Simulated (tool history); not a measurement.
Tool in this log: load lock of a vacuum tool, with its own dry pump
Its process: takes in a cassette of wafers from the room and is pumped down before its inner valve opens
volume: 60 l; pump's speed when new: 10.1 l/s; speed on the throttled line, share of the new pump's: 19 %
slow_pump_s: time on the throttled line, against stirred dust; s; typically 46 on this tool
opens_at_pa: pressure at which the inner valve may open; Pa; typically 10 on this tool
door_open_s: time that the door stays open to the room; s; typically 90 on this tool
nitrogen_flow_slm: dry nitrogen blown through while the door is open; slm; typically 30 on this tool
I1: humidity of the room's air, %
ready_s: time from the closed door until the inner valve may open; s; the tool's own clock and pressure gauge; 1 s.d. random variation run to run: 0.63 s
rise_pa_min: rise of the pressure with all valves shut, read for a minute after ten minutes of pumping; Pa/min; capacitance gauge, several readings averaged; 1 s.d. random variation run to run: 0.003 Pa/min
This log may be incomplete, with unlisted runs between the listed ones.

{"run": 1, "day": 0.0, "slow_pump_s": 46, "opens_at_pa": 10, "door_open_s": 90, "nitrogen_flow_slm": 30, "I1": 44, "ready_s": 96.9, "rise_pa_min": 0.081}
{"run": 2, "day": 3.042, "slow_pump_s": 46, "opens_at_pa": 10, "door_open_s": 90, "nitrogen_flow_slm": 30, "I1": 46.8, "ready_s": 97.5, "rise_pa_min": 0.091}
{"run": 3, "day": 5.325, "slow_pump_s": 46, "opens_at_pa": 10, "door_open_s": 90, "nitrogen_flow_slm": 30, "I1": 46.2, "ready_s": 96.9, "rise_pa_min": 0.092}
{"run": 4, "day": 9.371, "slow_pump_s": 76, "opens_at_pa": 10, "door_open_s": 90, "nitrogen_flow_slm": 30, "I1": 44.6, "ready_s": 122.3, "rise_pa_min": 0.093}
{"run": 5, "day": 12.938, "slow_pump_s": 46, "opens_at_pa": 10, "door_open_s": 90, "nitrogen_flow_slm": 30, "I1": 42.4, "ready_s": 97.3, "rise_pa_min": 0.093}
{"run": 6, "day": 16.933, "slow_pump_s": 46, "opens_at_pa": 10, "door_open_s": 90, "nitrogen_flow_slm": 18, "I1": 42.9, "ready_s": 96.2, "rise_pa_min": 0.106}
{"run": 7, "day": 21.8, "slow_pump_s": 46, "opens_at_pa": 10, "door_open_s": 90, "nitrogen_flow_slm": 18, "I1": 44, "ready_s": 98, "rise_pa_min": 0.107}
{"run": 8, "day": 24.804, "slow_pump_s": 46, "opens_at_pa": 10, "door_open_s": 90, "nitrogen_flow_slm": 18, "I1": 45.1, "ready_s": 97.5, "rise_pa_min": 0.117}
{"run": 9, "day": 29.329, "slow_pump_s": 37, "opens_at_pa": 8, "door_open_s": 34, "nitrogen_flow_slm": 18, "I1": 49.6, "ready_s": 92.8, "rise_pa_min": 0.107}
{"run": 10, "day": 32.15, "slow_pump_s": 37, "opens_at_pa": 8, "door_open_s": 34, "nitrogen_flow_slm": 18, "I1": 41.5, "ready_s": 92.8, "rise_pa_min": 0.112}
{"run": 11, "day": 36.3, "slow_pump_s": 66, "opens_at_pa": 10, "door_open_s": 90, "nitrogen_flow_slm": 16, "I1": 44.8, "ready_s": 113.5, "rise_pa_min": 0.122}
{"run": 12, "day": 40.833, "slow_pump_s": 66, "opens_at_pa": 10, "door_open_s": 90, "nitrogen_flow_slm": 16, "I1": 45.3, "ready_s": 113.8, "rise_pa_min": 0.132}
{"run": 13, "day": 44.942, "slow_pump_s": 66, "opens_at_pa": 10, "door_open_s": 90, "nitrogen_flow_slm": 16, "I1": 47.9, "ready_s": 113.9, "rise_pa_min": 0.136}
{"run": 14, "day": 49.717, "slow_pump_s": 52, "opens_at_pa": 7, "door_open_s": 90, "nitrogen_flow_slm": 13, "I1": 39.5, "ready_s": 104.5, "rise_pa_min": 0.142}
{"run": 15, "day": 52.488, "slow_pump_s": 83, "opens_at_pa": 14, "door_open_s": 153, "nitrogen_flow_slm": 30, "I1": 41.7, "ready_s": 125.3, "rise_pa_min": 0.137}

Below, some changes in ready_s between adjacent runs. For each, the amount present without the hidden state too (settings, incoming material, random variation) and the amount remaining for the hidden state with gauge scatter not shared by both compared results:
The hidden state here: pump's speed, % of a new pump's; leak at the door's seal, Pa l/s; drift of the gauge itself on ready_s, %; drift of the gauge itself on rise_pa_min, %.
Run 3 -> 4: slow_pump_s 46 -> 76. ready_s +25.4 s: hidden state -0.5, all else +25.9.
Run 14 -> 15: slow_pump_s 52 -> 83, opens_at_pa 7 -> 14, door_open_s 90 -> 153, nitrogen_flow_slm 13 -> 30. ready_s +20.8 s: hidden state -1.2, all else +22.

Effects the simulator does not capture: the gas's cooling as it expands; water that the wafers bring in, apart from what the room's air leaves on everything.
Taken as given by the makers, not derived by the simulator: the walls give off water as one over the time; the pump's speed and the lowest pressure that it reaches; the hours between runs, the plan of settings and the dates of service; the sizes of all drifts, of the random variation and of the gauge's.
